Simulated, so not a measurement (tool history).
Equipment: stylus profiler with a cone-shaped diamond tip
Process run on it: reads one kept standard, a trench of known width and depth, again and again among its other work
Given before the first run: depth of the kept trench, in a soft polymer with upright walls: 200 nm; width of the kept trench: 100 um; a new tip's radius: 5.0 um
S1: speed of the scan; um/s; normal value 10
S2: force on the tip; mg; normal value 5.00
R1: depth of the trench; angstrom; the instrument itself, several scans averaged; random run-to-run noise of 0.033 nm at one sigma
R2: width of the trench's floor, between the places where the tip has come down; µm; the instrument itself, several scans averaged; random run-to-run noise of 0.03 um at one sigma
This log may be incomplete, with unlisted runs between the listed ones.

{"run": 1, "hour": 0.0, "S1": 10, "S2": 5.0, "R1": 2028.5, "R2": 96.12}
{"run": 2, "hour": 16.0, "S1": 10, "S2": 5.0, "R1": 2028.3, "R2": 96.18}
{"run": 3, "hour": 33.1, "S1": 10, "S2": 5.0, "R1": 2028.6, "R2": 96.13}
{"run": 4, "hour": 44.5, "S1": 10, "S2": 5.0, "R1": 2028.4, "R2": 96.16}
{"run": 5, "hour": 65.9, "S1": 24, "S2": 5.0, "R1": 2028.7, "R2": 96.08}
{"run": 6, "hour": 89.1, "S1": 7, "S2": 5.0, "R1": 2028.1, "R2": 96.02}
{"run": 7, "hour": 109.9, "S1": 7, "S2": 5.0, "R1": 2028.8, "R2": 96.05}
{"run": 8, "hour": 126.5, "S1": 7, "S2": 5.0, "R1": 2028.4, "R2": 96.04}
{"run": 9, "hour": 136.4, "S1": 10, "S2": 5.0, "R1": 2028.0, "R2": 95.98}
{"run": 10, "hour": 157.4, "S1": 10, "S2": 5.0, "R1": 2028.8, "R2": 95.95}
{"run": 11, "hour": 170.8, "S1": 10, "S2": 2.12, "R1": 2015.2, "R2": 95.96}
{"run": 12, "hour": 185.8, "S1": 10, "S2": 2.12, "R1": 2016.4, "R2": 95.94}
{"run": 13, "hour": 196.0, "S1": 10, "S2": 5.0, "R1": 2027.9, "R2": 95.89}
{"run": 14, "hour": 218.7, "S1": 10, "S2": 5.0, "R1": 2028.2, "R2": 95.91}
{"run": 15, "hour": 228.3, "S1": 10, "S2": 7.81, "R1": 2038.4, "R2": 95.91}
{"run": 16, "hour": 245.1, "S1": 10, "S2": 7.81, "R1": 2038.4, "R2": 95.87}
{"run": 17, "hour": 259.7, "S1": 10, "S2": 7.81, "R1": 2038.6, "R2": 95.88}
{"run": 18, "hour": 274.4, "S1": 10, "S2": 7.81, "R1": 2038.6, "R2": 95.85}
{"run": 19, "hour": 296.0, "S1": 30, "S2": 7.81, "R1": 2037.9, "R2": 95.71}
{"run": 20, "hour": 317.0, "S1": 37, "S2": 13.44, "R1": 2055.9, "R2": 95.7}
{"run": 21, "hour": 330.6, "S1": 14, "S2": 5.03, "R1": 2028.0, "R2": 95.77}
{"run": 22, "hour": 341.5, "S1": 14, "S2": 10.41, "R1": 2045.6, "R2": 95.75}
{"run": 23, "hour": 352.7, "S1": 15, "S2": 2.65, "R1": 2017.5, "R2": 95.65}
{"run": 24, "hour": 365.3, "S1": 11, "S2": 11.83, "R1": 2050.1, "R2": 95.72}
{"run": 25, "hour": 387.8, "S1": 11, "S2": 11.83, "R1": 2050.2, "R2": 95.73}
{"run": 26, "hour": 406.2, "S1": 3, "S2": 5.91, "R1": 2030.8, "R2": 95.67}
{"run": 27, "hour": 420.1, "S1": 3, "S2": 5.91, "R1": 2032.2, "R2": 95.65}
{"run": 28, "hour": 432.0, "S1": 6, "S2": 8.05, "R1": 2039.5, "R2": 95.65}
{"run": 29, "hour": 441.7, "S1": 35, "S2": 4.55, "R1": 2026.9, "R2": 95.51}
{"run": 30, "hour": 453.7, "S1": 35, "S2": 4.55, "R1": 2026.8, "R2": 95.49}
{"run": 31, "hour": 469.5, "S1": 3, "S2": 10.05, "R1": 2045.7, "R2": 95.58}

Removed from this log: 2 entries logged between the listed runs. Between which two listed runs does each belong, and how does the tool's hidden state at the listed run before it compare with that at the listed run after it?
Between runs 21 and 22: height scale calibrated on a step standard (hour 332.3)
  radius of the tip, um: 11.22 -> 11.29; height scale over the true one, %: -0.063 -> -0.089
  the result without the hidden state subtracted from the measured one, R1: -1.3 -> -1.8 angstrom; R2: -1.42 -> -1.43 µm
Between runs 26 and 27: height scale calibrated on a step standard, once more (hour 408.5)
  radius of the tip, um: 11.73 -> 11.83; height scale over the true one, %: -0.096 -> -0.032
  the result without the hidden state subtracted from the measured one, R1: -1.9 -> -0.7 angstrom; R2: -1.51 -> -1.54 µm
